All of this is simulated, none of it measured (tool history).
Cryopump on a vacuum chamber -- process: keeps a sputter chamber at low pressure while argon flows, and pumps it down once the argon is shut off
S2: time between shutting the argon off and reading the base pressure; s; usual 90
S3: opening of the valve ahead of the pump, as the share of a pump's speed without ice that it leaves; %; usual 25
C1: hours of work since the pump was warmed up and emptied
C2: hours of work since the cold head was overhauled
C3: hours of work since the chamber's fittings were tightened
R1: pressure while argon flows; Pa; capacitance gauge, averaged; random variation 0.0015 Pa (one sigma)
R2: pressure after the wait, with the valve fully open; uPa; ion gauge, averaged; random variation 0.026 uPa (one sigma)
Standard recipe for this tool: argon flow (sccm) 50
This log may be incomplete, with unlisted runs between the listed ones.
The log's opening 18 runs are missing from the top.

{"run": 19, "hour": 846.2, "argon flow (sccm)": 31, "S2": 62, "S3": 20, "C1": 301, "C2": 2227, "C3": 67, "R1": 0.2815, "R2": 1.6}
{"run": 20, "hour": 895.0, "argon flow (sccm)": 31, "S2": 62, "S3": 20, "C1": 340, "C2": 2266, "C3": 106, "R1": 0.2808, "R2": 1.59}
{"run": 21, "hour": 967.8, "argon flow (sccm)": 50, "S2": 152, "S3": 42, "C1": 398, "C2": 2324, "C3": 164, "R1": 0.226, "R2": 0.96}
{"run": 22, "hour": 1018.7, "argon flow (sccm)": 38, "S2": 20, "S3": 38, "C1": 439, "C2": 2365, "C3": 205, "R1": 0.1885, "R2": 4.09}
{"run": 23, "hour": 1089.4, "argon flow (sccm)": 38, "S2": 20, "S3": 38, "C1": 496, "C2": 2422, "C3": 261, "R1": 0.1916, "R2": 4.11}
{"run": 24, "hour": 1156.5, "argon flow (sccm)": 62, "S2": 106, "S3": 44, "C1": 549, "C2": 2476, "C3": 315, "R1": 0.2782, "R2": 1.28}
{"run": 25, "hour": 1216.4, "argon flow (sccm)": 50, "S2": 101, "S3": 39, "C1": 597, "C2": 2524, "C3": 363, "R1": 0.2512, "R2": 1.39}
{"hour": 1254.7, "done": "pump warmed up, emptied and cooled again"}
{"run": 26, "hour": 1288.6, "argon flow (sccm)": 50, "S2": 101, "S3": 54, "C1": 27, "C2": 2577, "C3": 417, "R1": 0.1655, "R2": 1.31}
{"run": 27, "hour": 1344.4, "argon flow (sccm)": 50, "S2": 38, "S3": 50, "C1": 72, "C2": 2622, "C3": 462, "R1": 0.1794, "R2": 2.49}
{"run": 28, "hour": 1404.3, "argon flow (sccm)": 65, "S2": 20, "S3": 50, "C1": 120, "C2": 2670, "C3": 510, "R1": 0.2369, "R2": 4.23}
{"run": 29, "hour": 1450.2, "argon flow (sccm)": 65, "S2": 115, "S3": 50, "C1": 157, "C2": 2707, "C3": 546, "R1": 0.2371, "R2": 1.29}
{"run": 30, "hour": 1488.1, "argon flow (sccm)": 25, "S2": 68, "S3": 25, "C1": 187, "C2": 2737, "C3": 577, "R1": 0.1796, "R2": 1.77}
{"run": 31, "hour": 1556.5, "argon flow (sccm)": 25, "S2": 68, "S3": 25, "C1": 242, "C2": 2792, "C3": 632, "R1": 0.1791, "R2": 1.8}

Run 32, settings as shown, results not yet in. Your forecast:
{"run": 32, "hour": 1593.8, "argon flow (sccm)": 43, "S2": 68, "S3": 16, "C1": 272, "C2": 2822, "C3": 661, "R1": "?", "R2": "?"}

{"run 32": {"R1": 0.4808, "R2": 1.78}}
Minus the tool's unlogged condition, the same run would have read R1 0.4706 Pa, R2 1.35 uPa.

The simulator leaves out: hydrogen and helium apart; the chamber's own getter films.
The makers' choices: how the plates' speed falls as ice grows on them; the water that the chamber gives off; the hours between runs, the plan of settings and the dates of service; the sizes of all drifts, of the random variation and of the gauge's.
